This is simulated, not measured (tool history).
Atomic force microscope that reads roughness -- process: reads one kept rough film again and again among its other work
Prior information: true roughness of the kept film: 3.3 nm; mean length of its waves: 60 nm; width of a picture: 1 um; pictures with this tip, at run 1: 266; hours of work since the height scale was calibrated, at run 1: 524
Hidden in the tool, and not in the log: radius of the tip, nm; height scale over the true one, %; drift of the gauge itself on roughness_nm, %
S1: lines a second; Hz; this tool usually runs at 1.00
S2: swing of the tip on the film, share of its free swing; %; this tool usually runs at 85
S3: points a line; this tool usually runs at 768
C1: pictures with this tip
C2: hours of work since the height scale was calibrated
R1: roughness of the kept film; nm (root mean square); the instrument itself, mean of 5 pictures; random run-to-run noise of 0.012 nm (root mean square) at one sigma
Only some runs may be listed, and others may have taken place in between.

Run 1, hour 0.0: usual settings; C1 266; C2 524. Result: R1 2.635 nm (root mean square).
Run 2, hour 9.5: usual settings but S1 1.66 Hz; C1 283; C2 531. Result: R1 2.440 nm (root mean square).
Run 3, hour 18.2: usual settings but S1 1.66 Hz, S3 626; C1 299; C2 538. Result: R1 2.442 nm (root mean square).
Run 4, hour 28.6: usual settings but S1 1.66 Hz, S3 626; C1 318; C2 546. Result: R1 2.407 nm (root mean square).
Run 5, hour 36.6: usual settings but S1 0.94 Hz; C1 333; C2 552. Result: R1 2.605 nm (root mean square).
Run 6, hour 51.7: usual settings but S1 0.94 Hz; C1 361; C2 564. Result: R1 2.595 nm (root mean square).
At hour 55.3: new tip fitted.
Run 7, hour 60.6: usual settings but S1 0.94 Hz; C1 9; C2 570. Result: R1 2.850 nm (root mean square).
Run 8, hour 75.5: usual settings but S3 266; C1 37; C2 582. Result: R1 2.796 nm (root mean square).
Run 9, hour 89.4: usual settings but S3 266; C1 62; C2 593. Result: R1 2.753 nm (root mean square).
Run 10, hour 100.8: usual settings but S3 770; C1 84; C2 602. Result: R1 2.753 nm (root mean square).
Run 11, hour 112.3: usual settings; C1 105; C2 611. Result: R1 2.753 nm (root mean square).
Run 12, hour 125.0: usual settings; C1 128; C2 621. Result: R1 2.748 nm (root mean square).
Run 13, hour 142.8: usual settings but S3 799; C1 161; C2 634. Result: R1 2.713 nm (root mean square).
Run 14, hour 153.2: usual settings but S3 799; C1 180; C2 643. Result: R1 2.683 nm (root mean square).
Run 15, hour 162.5: usual settings; C1 197; C2 650. Result: R1 2.677 nm (root mean square).
Run 16, hour 176.9: usual settings but S1 0.96 Hz; C1 224; C2 661. Result: R1 2.673 nm (root mean square).
Run 17, hour 190.1: usual settings but S1 0.68 Hz; C1 248; C2 671. Result: R1 2.725 nm (root mean square).
At hour 191.9: height scale calibrated on a step standard.
Run 18, hour 206.9: usual settings but S1 0.68 Hz; C1 277; C2 12. Result: R1 2.702 nm (root mean square).
Run 19, hour 224.8: usual settings but S1 0.68 Hz; C1 310; C2 26. Result: R1 2.689 nm (root mean square).
Run 20, hour 232.8: usual settings but S1 0.68 Hz; C1 325; C2 32. Result: R1 2.666 nm (root mean square).
Run 21, hour 245.4: usual settings; C1 348; C2 42. Result: R1 2.543 nm (root mean square).
At hour 255.7: new tip fitted.
Run 22, hour 260.3: usual settings; C1 9; C2 53. Result: R1 2.829 nm (root mean square).
Run 23, hour 272.1: usual settings; C1 30; C2 62. Result: R1 2.789 nm (root mean square).
Run 24, hour 288.8: usual settings but S1 0.58 Hz, S2 82 %, S3 359; C1 61; C2 75. Result: R1 2.941 nm (root mean square).
At hour 295.7: height scale calibrated on a step standard, once more.
Run 25, hour 305.0: usual settings but S1 0.58 Hz, S2 82 %, S3 359; C1 89; C2 7. Result: R1 2.913 nm (root mean square).
Run 26, hour 315.7: usual settings but S1 1.37 Hz; C1 109; C2 16. Result: R1 2.634 nm (root mean square).
Run 27, hour 327.8: usual settings but S1 0.70 Hz, S2 72 %, S3 970; C1 131; C2 25. Result: R1 2.905 nm (root mean square).
Run 28, hour 339.6: usual settings but S2 63 %, S3 734; C1 153; C2 34. Result: R1 2.956 nm (root mean square).
Run 29, hour 351.4: usual settings but S1 2.39 Hz, S2 65 %, S3 734; C1 175; C2 43. Result: R1 2.751 nm (root mean square).
Run 30, hour 358.9: usual settings but S1 0.54 Hz, S2 90 %; C1 188; C2 49. Result: R1 2.789 nm (root mean square).
Run 31, hour 373.6: usual settings but S1 0.54 Hz, S2 90 %, S3 336; C1 216; C2 61. Result: R1 2.761 nm (root mean square).
Run 32, hour 386.9: usual settings but S1 3.52 Hz, S2 90 %, S3 336; C1 240; C2 71. Result: R1 1.915 nm (root mean square).
Run 33, hour 394.8: usual settings but S1 3.52 Hz, S2 90 %, S3 336; C1 255; C2 77. Result: R1 1.914 nm (root mean square).
Run 34, hour 412.1: usual settings but S1 1.52 Hz, S2 84 %, S3 268; C1 287; C2 91. Result: R1 2.467 nm (root mean square).
Run 35, hour 428.7: usual settings but S1 1.52 Hz, S2 84 %, S3 268; C1 317; C2 104. Result: R1 2.467 nm (root mean square).
Run 36, hour 442.7: usual settings but S1 2.92 Hz, S2 66 %; C1 343; C2 114. Result: R1 2.540 nm (root mean square).
Run 37, hour 454.4: usual settings but S1 2.89 Hz, S2 89 %, S3 947; C1 364; C2 123. Result: R1 2.009 nm (root mean square).
At hour 455.8: new tip fitted.
Run 38, hour 466.4: usual settings but S1 0.95 Hz, S2 61 %; C1 20; C2 132. Result: R1 3.095 nm (root mean square).
Run 39, hour 483.3: usual settings but S1 1.05 Hz, S2 84 %, S3 946; C1 51; C2 146. Result: R1 2.783 nm (root mean square).
Run 40, hour 492.5: usual settings but S1 2.22 Hz, S2 59 %, S3 528; C1 68; C2 153. Result: R1 2.948 nm (root mean square).
Run 41, hour 500.7: usual settings but S1 0.60 Hz, S2 59 %, S3 528; C1 83; C2 159. Result: R1 3.028 nm (root mean square).
Run 42, hour 508.8: usual settings but S1 0.60 Hz, S2 59 %, S3 528; C1 98; C2 165. Result: R1 3.016 nm (root mean square).
Run 43, hour 525.3: usual settings but S2 80 %; C1 128; C2 178. Result: R1 2.786 nm (root mean square).
Run 44, hour 538.5: usual settings but S2 80 %; C1 153; C2 189. Result: R1 2.764 nm (root mean square).

Hidden state or all else? Some run-to-run changes of R1, split into what the settings, what came in and random variation would give without the hidden state, and what is left for the hidden state (with any gauge scatter that isn't in both results):
Run 6 -> 7: new tip fitted. R1 +0.255 nm (root mean square): hidden state +0.265, all else -0.010.
Run 21 -> 22: new tip fitted. R1 +0.286 nm (root mean square): hidden state +0.253, all else +0.033.
Run 31 -> 32: S1 0.54 -> 3.52. R1 -0.846 nm (root mean square): hidden state +0.042, all else -0.888.
Run 33 -> 34: S1 3.52 -> 1.52, S2 90 -> 84, S3 336 -> 268. R1 +0.553 nm (root mean square): hidden state -0.067, all else +0.620.
Run 37 -> 38: S1 2.89 -> 0.95, S2 89 -> 61, S3 947 -> 768, new tip fitted. R1 +1.086 nm (root mean square): hidden state +0.195, all else +0.891.

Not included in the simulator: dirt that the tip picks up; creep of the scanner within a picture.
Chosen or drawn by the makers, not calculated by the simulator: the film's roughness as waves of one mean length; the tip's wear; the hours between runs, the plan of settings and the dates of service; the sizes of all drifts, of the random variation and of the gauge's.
